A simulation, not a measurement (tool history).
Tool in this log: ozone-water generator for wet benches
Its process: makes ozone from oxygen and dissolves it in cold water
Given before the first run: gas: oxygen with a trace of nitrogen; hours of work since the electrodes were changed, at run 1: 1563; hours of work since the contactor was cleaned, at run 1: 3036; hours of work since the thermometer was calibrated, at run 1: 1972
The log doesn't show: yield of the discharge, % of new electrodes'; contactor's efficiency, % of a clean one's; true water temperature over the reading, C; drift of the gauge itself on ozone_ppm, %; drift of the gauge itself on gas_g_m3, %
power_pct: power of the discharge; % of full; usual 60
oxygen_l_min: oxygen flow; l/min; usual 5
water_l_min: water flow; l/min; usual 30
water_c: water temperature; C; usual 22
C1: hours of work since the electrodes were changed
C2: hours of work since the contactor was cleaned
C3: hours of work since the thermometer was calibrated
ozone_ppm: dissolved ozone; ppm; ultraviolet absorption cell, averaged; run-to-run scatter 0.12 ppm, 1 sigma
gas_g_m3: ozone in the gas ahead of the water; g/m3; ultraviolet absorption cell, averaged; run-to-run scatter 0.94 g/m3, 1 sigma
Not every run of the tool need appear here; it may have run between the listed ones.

run 1 hour=0 | power_pct=60 oxygen_l_min=5 water_l_min=30 water_c=22 | C1=1563 C2=3036 C3=1972 | ozone_ppm=10.1 gas_g_m3=158.2
run 2 hour=46.1 | power_pct=60 oxygen_l_min=5 water_l_min=30 water_c=17 | C1=1601 C2=3074 C3=2009 | ozone_ppm=10.8 gas_g_m3=159.2
run 3 hour=135.1 | power_pct=61 oxygen_l_min=5 water_l_min=30 water_c=17 | C1=1674 C2=3147 C3=2082 | ozone_ppm=11 gas_g_m3=160.1
run 4 hour=183.9 | power_pct=61 oxygen_l_min=5 water_l_min=30 water_c=17 | C1=1714 C2=3187 C3=2123 | ozone_ppm=11.1 gas_g_m3=161.9
run 5 hour=234.8 | power_pct=60 oxygen_l_min=5 water_l_min=30 water_c=22 | C1=1756 C2=3229 C3=2164 | ozone_ppm=10.2 gas_g_m3=158
run 6 hour=330.2 | power_pct=60 oxygen_l_min=5 water_l_min=30 water_c=22 | C1=1834 C2=3307 C3=2243 | ozone_ppm=10.3 gas_g_m3=157.3
run 7 hour=411.6 | power_pct=60 oxygen_l_min=6.05 water_l_min=30 water_c=22 | C1=1901 C2=3374 C3=2309 | ozone_ppm=10.4 gas_g_m3=144.8
run 8 hour=452 | power_pct=60 oxygen_l_min=6.05 water_l_min=30 water_c=22 | C1=1934 C2=3407 C3=2343 | ozone_ppm=10.4 gas_g_m3=142.9
run 9 hour=510.9 | power_pct=60 oxygen_l_min=6.05 water_l_min=30 water_c=22 | C1=1983 C2=3455 C3=2391 | ozone_ppm=10.6 gas_g_m3=143
run 10 hour=603.4 | power_pct=60 oxygen_l_min=6.05 water_l_min=30 water_c=22 | C1=2058 C2=3531 C3=2467 | ozone_ppm=10.4 gas_g_m3=144
run 11 hour=680.4 | power_pct=60 oxygen_l_min=2.7 water_l_min=30 water_c=22 | C1=2122 C2=3595 C3=2530 | ozone_ppm=9 gas_g_m3=211.4
run 12 hour=768.3 | power_pct=71 oxygen_l_min=5 water_l_min=30 water_c=22 | C1=2194 C2=3667 C3=2602 | ozone_ppm=12 gas_g_m3=184.1
run 13 hour=813.3 | power_pct=60 oxygen_l_min=5 water_l_min=30 water_c=22 | C1=2231 C2=3704 C3=2639 | ozone_ppm=10.1 gas_g_m3=157.5
run 14 hour=860.5 | power_pct=60 oxygen_l_min=5 water_l_min=30 water_c=22 | C1=2269 C2=3742 C3=2678 | ozone_ppm=10.3 gas_g_m3=155.6
run 15 hour=931 | power_pct=50 oxygen_l_min=5.4 water_l_min=25 water_c=30 | C1=2327 C2=3800 C3=2735 | ozone_ppm=9.4 gas_g_m3=126.3
run 16 hour=971.5 | power_pct=50 oxygen_l_min=5.4 water_l_min=25 water_c=30 | C1=2361 C2=3833 C3=2769 | ozone_ppm=9.4 gas_g_m3=127.1
run 17 hour=1019.7 | power_pct=95 oxygen_l_min=8.58 water_l_min=22 water_c=19 | C1=2400 C2=3873 C3=2808 | ozone_ppm=23.2 gas_g_m3=187.5
run 18 hour=1086.9 | power_pct=52 oxygen_l_min=5 water_l_min=30 water_c=22 | C1=2455 C2=3928 C3=2863 | ozone_ppm=9.1 gas_g_m3=135.1
run 19 hour=1159.5 | power_pct=52 oxygen_l_min=5 water_l_min=30 water_c=22 | C1=2515 C2=3988 C3=2923 | ozone_ppm=9.1 gas_g_m3=137.1
-- hour=1199.7 contactor cleaned
run 20 hour=1254 | power_pct=60 oxygen_l_min=5.01 water_l_min=30 water_c=22 | C1=2589 C2=45 C3=2997 | ozone_ppm=10.2 gas_g_m3=154.9
run 21 hour=1316.5 | power_pct=60 oxygen_l_min=5.01 water_l_min=30 water_c=22 | C1=2640 C2=96 C3=3049 | ozone_ppm=10.3 gas_g_m3=155.5
run 22 hour=1358.3 | power_pct=60 oxygen_l_min=5.01 water_l_min=30 water_c=22 | C1=2675 C2=130 C3=3083 | ozone_ppm=10.5 gas_g_m3=156.2
run 23 hour=1445.3 | power_pct=99 oxygen_l_min=5 water_l_min=36 water_c=22 | C1=2746 C2=202 C3=3154 | ozone_ppm=13.4 gas_g_m3=249
run 24 hour=1513.6 | power_pct=82 oxygen_l_min=4.44 water_l_min=36 water_c=15 | C1=2802 C2=258 C3=3210 | ozone_ppm=11.5 gas_g_m3=222.1
run 25 hour=1573.1 | power_pct=60 oxygen_l_min=5.02 water_l_min=34 water_c=25 | C1=2851 C2=306 C3=3259 | ozone_ppm=8.8 gas_g_m3=154.4
run 26 hour=1626.6 | power_pct=60 oxygen_l_min=5.02 water_l_min=34 water_c=25 | C1=2895 C2=350 C3=3303 | ozone_ppm=8.6 gas_g_m3=153.3
run 27 hour=1721.2 | power_pct=45 oxygen_l_min=8.37 water_l_min=34 water_c=17 | C1=2972 C2=428 C3=3381 | ozone_ppm=7.6 gas_g_m3=91.6

Branching from run 27: 4 alternative next runs. What would each branch give?
run A hour=1811.1 | power_pct=60 oxygen_l_min=3.96 water_l_min=30 water_c=23 | C1=3046 C2=502 C3=3454 | ozone_ppm=? gas_g_m3=?
run B hour=1811.1 | power_pct=90 oxygen_l_min=5 water_l_min=30 water_c=22 | C1=3046 C2=502 C3=3454 | ozone_ppm=? gas_g_m3=?
run C hour=1811.1 | power_pct=65 oxygen_l_min=2.51 water_l_min=34 water_c=17 | C1=3046 C2=502 C3=3454 | ozone_ppm=? gas_g_m3=?
run D hour=1811.1 | power_pct=98 oxygen_l_min=2.66 water_l_min=30 water_c=22 | C1=3046 C2=502 C3=3454 | ozone_ppm=? gas_g_m3=?

run=A ozone_ppm=9.9 gas_g_m3=171.4
run=B ozone_ppm=14.9 gas_g_m3=226.8
run=C ozone_ppm=8.4 gas_g_m3=230.7
run=D ozone_ppm=14.2 gas_g_m3=331.8
The same runs, with their run-to-run variation unchanged, on a tool lacking any hidden condition would have given:
run=A ozone_ppm=9.9 gas_g_m3=176.1
run=B ozone_ppm=15 gas_g_m3=233.3
run=C ozone_ppm=8.4 gas_g_m3=237.1
run=D ozone_ppm=14.2 gas_g_m3=341.3
